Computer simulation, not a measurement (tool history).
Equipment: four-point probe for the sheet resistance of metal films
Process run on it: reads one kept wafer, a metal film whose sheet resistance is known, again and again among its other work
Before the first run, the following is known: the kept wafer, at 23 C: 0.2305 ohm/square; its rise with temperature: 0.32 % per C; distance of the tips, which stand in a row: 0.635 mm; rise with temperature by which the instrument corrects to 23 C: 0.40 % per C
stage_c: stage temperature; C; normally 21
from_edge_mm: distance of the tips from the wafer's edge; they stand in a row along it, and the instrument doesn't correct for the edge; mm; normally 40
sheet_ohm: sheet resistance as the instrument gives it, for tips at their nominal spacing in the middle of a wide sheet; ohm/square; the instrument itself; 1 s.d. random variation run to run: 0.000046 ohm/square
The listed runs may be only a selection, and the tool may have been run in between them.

run,day,stage_c,from_edge_mm,sheet_ohm
1,0,21,40,0.230846
2,0.904,21,40,0.230929
3,2.629,21,23,0.23101
4,3.983,21,4,0.234028
5,4.862,21,9,0.231531
6,5.638,21,9,0.231457
7,6.633,21,9,0.231478
8,7.754,21,9,0.231497
9,8.675,31,40,0.229087
10,9.633,24,40,0.230303
11,11.512,24,40,0.230345
12,12.992,24,40,0.230399
13,14.333,21,28,0.23092
14,15.229,21,10,0.231421
15,16.262,31,40,0.229025
16,17.8,23,64,0.230488
17,19.183,23,64,0.230437
18,20.896,24,17,0.230524
19,22.083,32,64,0.22893

Run 20 comes next. What will it give?
20,23.083,33,47,?

{"run 20": {"sheet_ohm": 0.228796}}
Take away the tool's hidden state, keep the run-to-run variation as it was, and the same run would have given sheet_ohm 0.228788 ohm/square.

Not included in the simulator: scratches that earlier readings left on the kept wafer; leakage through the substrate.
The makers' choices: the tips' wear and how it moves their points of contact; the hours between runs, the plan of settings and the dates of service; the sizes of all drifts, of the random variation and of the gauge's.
